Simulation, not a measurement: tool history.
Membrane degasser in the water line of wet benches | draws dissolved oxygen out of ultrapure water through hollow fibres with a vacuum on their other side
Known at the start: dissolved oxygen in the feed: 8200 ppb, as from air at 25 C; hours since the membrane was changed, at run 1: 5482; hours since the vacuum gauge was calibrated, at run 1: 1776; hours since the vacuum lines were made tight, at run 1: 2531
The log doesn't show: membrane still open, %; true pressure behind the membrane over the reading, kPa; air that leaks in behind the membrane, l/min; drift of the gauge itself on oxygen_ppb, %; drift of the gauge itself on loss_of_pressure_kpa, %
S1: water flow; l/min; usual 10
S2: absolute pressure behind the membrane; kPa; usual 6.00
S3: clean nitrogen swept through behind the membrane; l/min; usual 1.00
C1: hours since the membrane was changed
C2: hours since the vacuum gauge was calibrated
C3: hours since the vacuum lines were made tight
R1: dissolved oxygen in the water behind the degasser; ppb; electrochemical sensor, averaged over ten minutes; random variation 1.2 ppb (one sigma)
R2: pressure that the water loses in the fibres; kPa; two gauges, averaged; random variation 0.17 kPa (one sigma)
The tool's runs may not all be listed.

run,day,S1,S2,S3,C1,C2,C3,R1,R2
1,0.000,10,6.00,1.00,5482,1776,2531,131.9,31.71
2,6.838,10,6.00,1.00,5647,1941,2695,133.1,31.26
3,13.604,10,6.00,1.00,5809,2103,2858,132.3,31.65
4,18.754,10,6.00,1.00,5933,2226,2981,134.8,31.67
5,21.812,10,6.00,1.00,6006,2300,3055,131.6,31.63
6,28.171,10,6.72,1.00,6159,2452,3207,152.8,31.78
7,35.192,10,6.72,1.00,6327,2621,3376,153.7,31.80
8,39.450,9,6.72,1.00,6429,2723,3478,131.3,28.83
9,45.154,9,6.72,1.00,6566,2860,3615,130.5,28.89
10,52.633,10,6.53,1.00,6746,3040,3794,148.4,31.89
11,58.892,10,6.53,1.00,6896,3190,3945,151.9,31.88
12,63.192,10,6.53,1.00,6999,3293,4048,151.8,32.02
13,66.588,9,9.09,1.00,7081,3374,4129,189.1,28.91
14,73.583,9,9.09,1.00,7249,3542,4297,187.2,29.08
15,79.546,11,11.08,0.42,7392,3685,4440,521.4,35.49
16,84.975,10,4.26,0.73,7522,3816,4571,109.0,31.90
17,92.304,10,4.26,0.73,7698,3992,4747,110.3,32.56
18,98.204,9,6.17,2.25,7839,4133,4888,88.0,28.77

Hidden state or all else? Some run-to-run changes of R1, split into what the settings, what came in and random variation would give without the hidden state, and what is left for the hidden state (with any gauge scatter that isn't in both results):
Run 14 -> 15: S1 9 -> 11, S2 9.09 -> 11.08, S3 1.00 -> 0.42. R1 +334.2 ppb: hidden state +14.6, all else +319.6.
Run 15 -> 16: S1 11 -> 10, S2 11.08 -> 4.26, S3 0.42 -> 0.73. R1 -412.4 ppb: hidden state -12.6, all else -399.8.
